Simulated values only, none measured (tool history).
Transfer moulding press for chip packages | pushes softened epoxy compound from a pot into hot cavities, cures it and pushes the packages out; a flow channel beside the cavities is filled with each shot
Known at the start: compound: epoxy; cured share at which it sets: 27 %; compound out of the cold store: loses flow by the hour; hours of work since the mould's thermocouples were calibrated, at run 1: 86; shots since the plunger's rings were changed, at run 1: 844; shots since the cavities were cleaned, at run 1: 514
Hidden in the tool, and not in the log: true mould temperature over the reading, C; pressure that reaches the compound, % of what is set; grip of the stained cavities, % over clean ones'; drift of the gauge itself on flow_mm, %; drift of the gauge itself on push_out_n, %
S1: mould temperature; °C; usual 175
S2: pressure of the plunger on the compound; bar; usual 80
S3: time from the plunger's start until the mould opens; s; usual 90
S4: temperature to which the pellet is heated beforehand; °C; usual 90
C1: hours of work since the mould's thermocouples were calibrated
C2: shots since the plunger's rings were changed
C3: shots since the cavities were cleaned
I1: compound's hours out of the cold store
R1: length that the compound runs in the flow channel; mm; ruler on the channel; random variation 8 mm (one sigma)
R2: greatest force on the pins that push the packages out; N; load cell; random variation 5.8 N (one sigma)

Run 1, hour 0: usual settings; C1 86; C2 844; C3 514; I1 19.4. Result: R1 983 mm, R2 298 N.
At hour 19.5: cavities cleaned with cleaning compound and waxed.
At hour 78.3: cavities cleaned with cleaning compound and waxed.
Run 2, hour 93.8: usual settings but S3 89 s; C1 143; C2 2006; C3 198; I1 28.8. Result: R1 901 mm, R2 264 N.
At hour 137: cavities cleaned with cleaning compound and waxed.
Run 3, hour 169.6: usual settings but S3 104 s; C1 189; C2 2958; C3 418; I1 44.9. Result: R1 800 mm, R2 263 N.
At hour 192.3: cavities cleaned with cleaning compound and waxed.
At hour 246.2: cavities cleaned with cleaning compound and waxed.
Run 4, hour 246.2: usual settings but S1 182 °C; C1 235; C2 3901; C3 0; I1 38.5. Result: R1 795 mm, R2 184 N.
At hour 268.4: plunger's sealing rings changed.
At hour 285.2: cavities cleaned with cleaning compound and waxed, once more.
At hour 340.6: cavities cleaned with cleaning compound and waxed.
Run 5, hour 344.1: usual settings but S1 182 °C; C1 292; C2 931; C3 44; I1 19. Result: R1 953 mm, R2 190 N.
At hour 396.8: cavities cleaned with cleaning compound and waxed.
Run 6, hour 427.5: usual settings but S1 182 °C; C1 343; C2 1980; C3 393; I1 39.4. Result: R1 818 mm, R2 242 N.
At hour 450.1: cavities cleaned with cleaning compound and waxed.
Run 7, hour 479.2: usual settings; C1 374; C2 2623; C3 373; I1 31.6. Result: R1 867 mm, R2 264 N.
At hour 507.7: cavities cleaned with cleaning compound and waxed.
Run 8, hour 544.7: usual settings; C1 414; C2 3443; C3 475; I1 27.1. Result: R1 899 mm, R2 278 N.
At hour 562.7: cavities cleaned with cleaning compound and waxed.
At hour 601.2: plunger's sealing rings changed.
Run 9, hour 615.2: usual settings but S1 183 °C, S3 84 s, S4 95 °C; C1 455; C2 179; C3 640; I1 21.9. Result: R1 950 mm, R2 260 N.
At hour 623: cavities cleaned with cleaning compound and waxed.
At hour 680.6: cavities cleaned with cleaning compound and waxed.
Run 10, hour 716.1: usual settings but S1 183 °C, S3 84 s, S4 95 °C; C1 516; C2 1432; C3 454; I1 21.6. Result: R1 923 mm, R2 264 N.
At hour 734.8: cavities cleaned with cleaning compound and waxed.
At hour 789.2: cavities cleaned with cleaning compound and waxed.
At hour 796.2: mould's thermocouples calibrated.
Run 11, hour 801.3: usual settings but S1 183 °C, S3 84 s, S4 95 °C; C1 3; C2 2460; C3 129; I1 29. Result: R1 850 mm, R2 224 N.
At hour 848.2: cavities cleaned with cleaning compound and waxed.
At hour 905: cavities cleaned with cleaning compound and waxed.
Run 12, hour 906.9: usual settings but S1 174 °C, S2 64.6 bar, S3 82 s, S4 95 °C; C1 67; C2 3775; C3 25; I1 32.5. Result: R1 770 mm, R2 261 N.
At hour 938.3: plunger's sealing rings changed.
At hour 961.6: cavities cleaned with cleaning compound and waxed.
Run 13, hour 981.8: usual settings but S1 179 °C, S2 86.4 bar, S4 92 °C; C1 111; C2 538; C3 258; I1 33.7. Result: R1 922 mm, R2 233 N.
At hour 1019.4: cavities cleaned with cleaning compound and waxed.
Run 14, hour 1037.2: usual settings but S1 169 °C, S4 93 °C; C1 145; C2 1228; C3 227; I1 14.2. Result: R1 1057 mm, R2 406 N.
At hour 1077: cavities cleaned with cleaning compound and waxed.
Run 15, hour 1101.9: usual settings but S1 169 °C, S4 93 °C; C1 184; C2 2038; C3 319; I1 29.6. Result: R1 930 mm, R2 390 N.

Forecast each of these 3 alternatives for the next run:
At hour 1131.2: cavities cleaned with cleaning compound and waxed.
Run A, hour 1180: usual settings but S1 177 °C, S2 96.2 bar, S3 97 s; C1 231; C2 3018; C3 624; I1 17.3. Result: R1 ?, R2 ?.
At hour 1131.2: cavities cleaned with cleaning compound and waxed.
Run B, hour 1180: usual settings but S1 178 °C, S2 98.9 bar; C1 231; C2 3018; C3 624; I1 16. Result: R1 ?, R2 ?.
At hour 1131.2: cavities cleaned with cleaning compound and waxed.
Run C, hour 1180: usual settings but S1 181 °C, S2 78.5 bar, S3 112 s, S4 93 °C; C1 231; C2 3018; C3 624; I1 47.3. Result: R1 ?, R2 ?.

run    R1   R2
  A  1035  273
  B  1056  290
  C   755  249
Without the tool's hidden state the same runs would have given:
run    R1   R2
  A  1107  191
  B  1131  204
  C   808  172

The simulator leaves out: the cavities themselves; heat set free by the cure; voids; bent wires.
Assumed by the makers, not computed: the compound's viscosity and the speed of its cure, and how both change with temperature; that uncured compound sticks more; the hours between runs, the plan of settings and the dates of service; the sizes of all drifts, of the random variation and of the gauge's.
